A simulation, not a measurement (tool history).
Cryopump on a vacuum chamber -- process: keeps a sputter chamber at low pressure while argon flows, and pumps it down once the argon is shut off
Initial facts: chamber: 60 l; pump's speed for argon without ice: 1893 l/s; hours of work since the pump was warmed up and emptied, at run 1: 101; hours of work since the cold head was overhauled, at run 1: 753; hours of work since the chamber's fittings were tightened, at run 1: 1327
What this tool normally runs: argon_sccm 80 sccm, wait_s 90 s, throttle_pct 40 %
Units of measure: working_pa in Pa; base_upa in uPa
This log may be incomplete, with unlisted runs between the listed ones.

run    hour  argon_sccm  wait_s  throttle_pct  hours of work since the pump was warmed up and emptied  hours of work since the cold head was overhauled  hours of work since the chamber's fittings were tightened  working_pa  base_upa
  1       0          80      90            40                                                     101                                               753                                                       1327      0.1822      1.24
  2    75.5          80      90            40                                                     161                                               813                                                       1387      0.1861      1.19
  3   122.5          80     204            40                                                     199                                               850                                                       1425       0.187       1.1
  4   225.7          80     204            40                                                     281                                               933                                                       1507        0.19      1.09
  5   273.6          80     204            40                                                     319                                               971                                                       1545      0.1922      1.12
  6     324          80      90            17                                                     360                                              1011                                                       1585      0.4346      1.39
  7   423.3          80      90            17                                                     439                                              1090                                                       1665      0.4415      1.44
  8   482.3          80      90            17                                                     486                                              1137                                                       1712      0.4427      1.48
      546.6  -- pump warmed up, emptied and cooled again
  9   586.3          80      90            17                                                      32                                              1216                                                       1791      0.4244      1.32
 10   657.7          80      90            40                                                      89                                              1273                                                       1848      0.1829      1.34
 11   715.5          80      90            40                                                     135                                              1319                                                       1894      0.1845      1.39
 12   803.2          80      90            40                                                     205                                              1389                                                       1964      0.1842      1.44
 13     877          80      90            40                                                     264                                              1448                                                       2023      0.1877      1.46
 14   975.2          80      90            20                                                     342                                              1527                                                       2101      0.3706      1.59
 15  1056.9          79      96            30                                                     407                                              1592                                                       2166      0.2526      1.67
 16  1119.2         116     123            30                                                     457                                              1642                                                       2216      0.3745      1.63
 17  1190.9          49      90            35                                                     514                                              1699                                                       2273      0.1373      1.76
     1215.7  -- pump warmed up, emptied and cooled again
 18  1300.1          49      90            23                                                      67                                              1782                                                       2356      0.1923      1.51
 19  1374.9         108      90            23                                                     127                                              1842                                                       2416      0.4237      1.58
 20  1460.6          97      90            51                                                     195                                              1910                                                       2484      0.1775      1.71
 21  1537.8          50      46            51                                                     257                                              1972                                                       2546      0.0927      2.14
 22  1638.4          44     141            17                                                     337                                              2052                                                       2626      0.2371      1.65
 23  1693.8          51     108            33                                                     381                                              2096                                                       2670      0.1478      1.81
 24  1738.1          32     108            33                                                     417                                              2131                                                       2706       0.093      1.84

Selected run-to-run steps in working_pa, each split into two signed amounts: the part the tool would show with no hidden state at all (from settings, incoming material and random variation), and the remainder, which goes to the hidden state together with any gauge scatter not common to the measured and the hidden-state-free results:
What the log doesn't record here: pump's speed, % of a pump's without ice; cold plate's temperature, K; leak into the chamber, uPa l/s; drift of the gauge itself on working_pa, %; drift of the gauge itself on base_upa, %.
Run 5 -> 6: wait_s 204 -> 90, throttle_pct 40 -> 17. working_pa +0.2424 Pa: hidden state +0.0018, all else +0.2406.
Run 8 -> 9: pump warmed up, emptied and cooled again. working_pa -0.0183 Pa: hidden state -0.0195, all else +0.0012.
Run 16 -> 17: argon_sccm 116 -> 49, wait_s 123 -> 90, throttle_pct 30 -> 35. working_pa -0.2372 Pa: hidden state -0.0139, all else -0.2233.
Run 19 -> 20: argon_sccm 108 -> 97, throttle_pct 23 -> 51. working_pa -0.2462 Pa: hidden state +0.0023, all else -0.2485.
